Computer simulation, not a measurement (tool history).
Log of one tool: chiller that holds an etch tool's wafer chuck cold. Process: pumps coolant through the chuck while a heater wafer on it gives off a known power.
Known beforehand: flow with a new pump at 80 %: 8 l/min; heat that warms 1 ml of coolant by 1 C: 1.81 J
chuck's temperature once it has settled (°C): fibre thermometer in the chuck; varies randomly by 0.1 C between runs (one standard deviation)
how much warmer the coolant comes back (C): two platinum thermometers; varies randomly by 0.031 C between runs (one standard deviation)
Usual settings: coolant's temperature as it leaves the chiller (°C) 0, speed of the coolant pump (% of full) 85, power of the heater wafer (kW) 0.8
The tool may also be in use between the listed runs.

run	hour	coolant's temperature as it leaves the chiller (°C)	speed of the coolant pump (% of full)	power of the heater wafer (kW)	chuck's temperature once it has settled (°C)	how much warmer the coolant comes back (C)
1	0	0	85	0.8	6	3.12
2	153.7	0	75	0.8	6.4	3.55
3	255.2	0	75	0.8	6.4	3.55
4	333	9	75	0.8	15.3	3.55
5	500.2	9	75	0.8	15.4	3.52
6	603.1	-10	85	0.8	-4	3.16
7	703.4	0	85	0.8	5.9	3.09
8	779.3	0	85	0.8	5.9	3.14
9	930.8	0	85	0.8	5.9	3.13
10	1105	5	78	0.415	8.3	1.76
11	1248.1	-5	76	0.714	0.6	3.1
12	1374.7	0	92	0.793	5.6	2.84
13	1469	9	69	0.62	14.2	3.03
14	1555.3	2	64	0.774	8.8	3.97
15	1669.2	10	95	0.774	15.3	2.67
16	1789.2	0	64	0.472	4.2	2.43
17	1923.5	1	64	1.002	9.9	5.15

Consider 5 possible next runs. They are alternatives, not a sequence: every one starts from the tool as it was left by run 17. What does each give?
A	2052.2	-5	89	0.743	?	?
B	2052.2	1	75	1.002	?	?
C	2052.2	0	60	1.15	?	?
D	2052.2	0	85	0.894	?	?
E	2052.2	-8	64	1.002	?	?

run	chuck's temperature once it has settled (°C)	how much warmer the coolant comes back (C)
A	0.5	2.75
B	9	4.44
C	10.7	6.37
D	6.6	3.53
E	0.9	5.22
Without the tool's hidden state the same runs would have given:
run	chuck's temperature once it has settled (°C)	how much warmer the coolant comes back (C)
A	0.5	2.74
B	9	4.43
C	10.7	6.36
D	6.6	3.53
E	0.9	5.21

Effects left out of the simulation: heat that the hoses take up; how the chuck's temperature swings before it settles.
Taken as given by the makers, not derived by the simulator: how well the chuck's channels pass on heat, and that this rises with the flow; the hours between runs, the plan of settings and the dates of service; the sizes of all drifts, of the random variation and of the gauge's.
